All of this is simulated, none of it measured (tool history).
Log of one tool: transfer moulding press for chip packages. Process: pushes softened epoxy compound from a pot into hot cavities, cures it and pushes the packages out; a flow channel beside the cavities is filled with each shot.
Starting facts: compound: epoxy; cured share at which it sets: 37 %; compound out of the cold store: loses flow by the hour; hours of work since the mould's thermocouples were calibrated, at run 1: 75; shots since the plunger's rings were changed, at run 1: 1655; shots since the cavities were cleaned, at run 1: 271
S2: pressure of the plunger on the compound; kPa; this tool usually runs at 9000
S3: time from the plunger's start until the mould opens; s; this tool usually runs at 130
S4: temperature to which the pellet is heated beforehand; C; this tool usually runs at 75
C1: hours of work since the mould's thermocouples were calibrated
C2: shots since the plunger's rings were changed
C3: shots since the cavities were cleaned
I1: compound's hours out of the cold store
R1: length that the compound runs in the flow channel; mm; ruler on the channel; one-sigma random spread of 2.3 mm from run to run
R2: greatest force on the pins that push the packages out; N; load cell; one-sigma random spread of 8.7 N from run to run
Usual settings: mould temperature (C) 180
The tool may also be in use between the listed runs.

Run 1, day 0: usual settings; C1 75; C2 1655; C3 271; I1 33. Result: R1 547 mm, R2 383 N.
Run 2, day 0.421: usual settings; C1 80; C2 1714; C3 330; I1 11. Result: R1 609 mm, R2 392 N.
Run 3, day 0.662: usual settings but S4 83 C; C1 82; C2 1747; C3 363; I1 19.1. Result: R1 589 mm, R2 377 N.
Run 4, day 0.883: usual settings but S3 157 s, S4 83 C; C1 84; C2 1778; C3 394; I1 30.4. Result: R1 556 mm, R2 369 N.
Run 5, day 1.2: usual settings but S3 157 s, S4 83 C; C1 88; C2 1822; C3 438; I1 18.8. Result: R1 590 mm, R2 359 N.
Run 6, day 1.404: usual settings but S3 116 s; C1 90; C2 1850; C3 466; I1 30.4. Result: R1 556 mm, R2 434 N.
Run 7, day 1.762: usual settings but S3 116 s; C1 93; C2 1900; C3 516; I1 36.3. Result: R1 535 mm, R2 421 N.
Run 8, day 1.996: usual settings but S3 116 s, S4 74 C; C1 96; C2 1932; C3 548; I1 11.7. Result: R1 609 mm, R2 453 N.
Run 9, day 2.321: usual settings but S3 116 s, S4 74 C; C1 99; C2 1977; C3 593; I1 26.2. Result: R1 567 mm, R2 418 N.
Run 10, day 2.717: usual settings but S3 158 s, S4 74 C; C1 103; C2 2032; C3 648; I1 45.6. Result: R1 514 mm, R2 357 N.
Run 11, day 2.921: usual settings but S3 110 s; C1 105; C2 2061; C3 677; I1 29. Result: R1 555 mm, R2 454 N.
Run 12, day 3.3: usual settings; C1 109; C2 2113; C3 729; I1 12.3. Result: R1 606 mm, R2 402 N.
Run 13, day 3.775: usual settings; C1 114; C2 2179; C3 795; I1 13.2. Result: R1 605 mm, R2 395 N.
Run 14, day 4.121: usual settings but S2 7080 kPa; C1 118; C2 2227; C3 843; I1 35.7. Result: R1 478 mm, R2 383 N.
Run 15, day 4.379: usual settings but S2 7080 kPa; C1 120; C2 2263; C3 879; I1 30.7. Result: R1 490 mm, R2 384 N.
At day 4.717: cavities cleaned with cleaning compound and waxed.
Run 16, day 4.717: usual settings but mould temperature (C) 183, S2 10760 kPa, S3 133 s, S4 81 C; C1 123; C2 2301; C3 0; I1 32.4. Result: R1 593 mm, R2 367 N.
Run 17, day 5.167: usual settings but mould temperature (C) 185, S2 10760 kPa, S3 133 s, S4 66 C; C1 128; C2 2363; C3 62; I1 11.5. Result: R1 641 mm, R2 346 N.
Run 18, day 5.596: usual settings but mould temperature (C) 185, S2 10760 kPa, S3 133 s, S4 66 C; C1 132; C2 2423; C3 122; I1 14.9. Result: R1 632 mm, R2 360 N.
Run 19, day 5.925: usual settings but mould temperature (C) 184, S2 8400 kPa, S3 133 s, S4 84 C; C1 135; C2 2469; C3 168; I1 34.6. Result: R1 508 mm, R2 366 N.
Run 20, day 6.342: usual settings but S3 137 s, S4 68 C; C1 140; C2 2526; C3 225; I1 31. Result: R1 555 mm, R2 374 N.
Run 21, day 6.696: usual settings but S3 152 s, S4 79 C; C1 143; C2 2576; C3 275; I1 28.8. Result: R1 557 mm, R2 373 N.
Run 22, day 6.954: usual settings but S3 125 s, S4 84 C; C1 146; C2 2611; C3 310; I1 34.3. Result: R1 543 mm, R2 376 N.
Run 23, day 7.35: usual settings but S3 125 s, S4 84 C; C1 150; C2 2666; C3 365; I1 19.8. Result: R1 587 mm, R2 403 N.
Run 24, day 7.679: usual settings but mould temperature (C) 183, S3 151 s, S4 84 C; C1 153; C2 2712; C3 411; I1 20.4. Result: R1 568 mm, R2 373 N.
Run 25, day 8.062: usual settings but mould temperature (C) 181, S2 7040 kPa, S3 156 s, S4 77 C; C1 157; C2 2765; C3 464; I1 46.4. Result: R1 450 mm, R2 359 N.
Run 26, day 8.4: usual settings but mould temperature (C) 181, S2 8230 kPa, S3 140 s, S4 71 C; C1 161; C2 2812; C3 511; I1 41.6. Result: R1 499 mm, R2 380 N.

Predict each of these 3 candidate next runs independently; none follows another, all start after run 26:
Run A, day 8.629: usual settings but mould temperature (C) 174, S2 8230 kPa, S3 140 s, S4 71 C; C1 163; C2 2844; C3 543; I1 12.7. Result: R1 ?, R2 ?.
Run B, day 8.629: usual settings but mould temperature (C) 184, S2 10010 kPa, S3 118 s; C1 163; C2 2844; C3 543; I1 12.7. Result: R1 ?, R2 ?.
Run C, day 8.629: usual settings but mould temperature (C) 181, S2 10230 kPa, S3 140 s, S4 74 C; C1 163; C2 2844; C3 543; I1 22.1. Result: R1 ?, R2 ?.

run   R1   R2
  A  608  470
  B  623  387
  C  610  379
With the hidden condition removed and each run's random variation left untouched, the same runs would have given:
run   R1   R2
  A  608  467
  B  624  384
  C  611  377
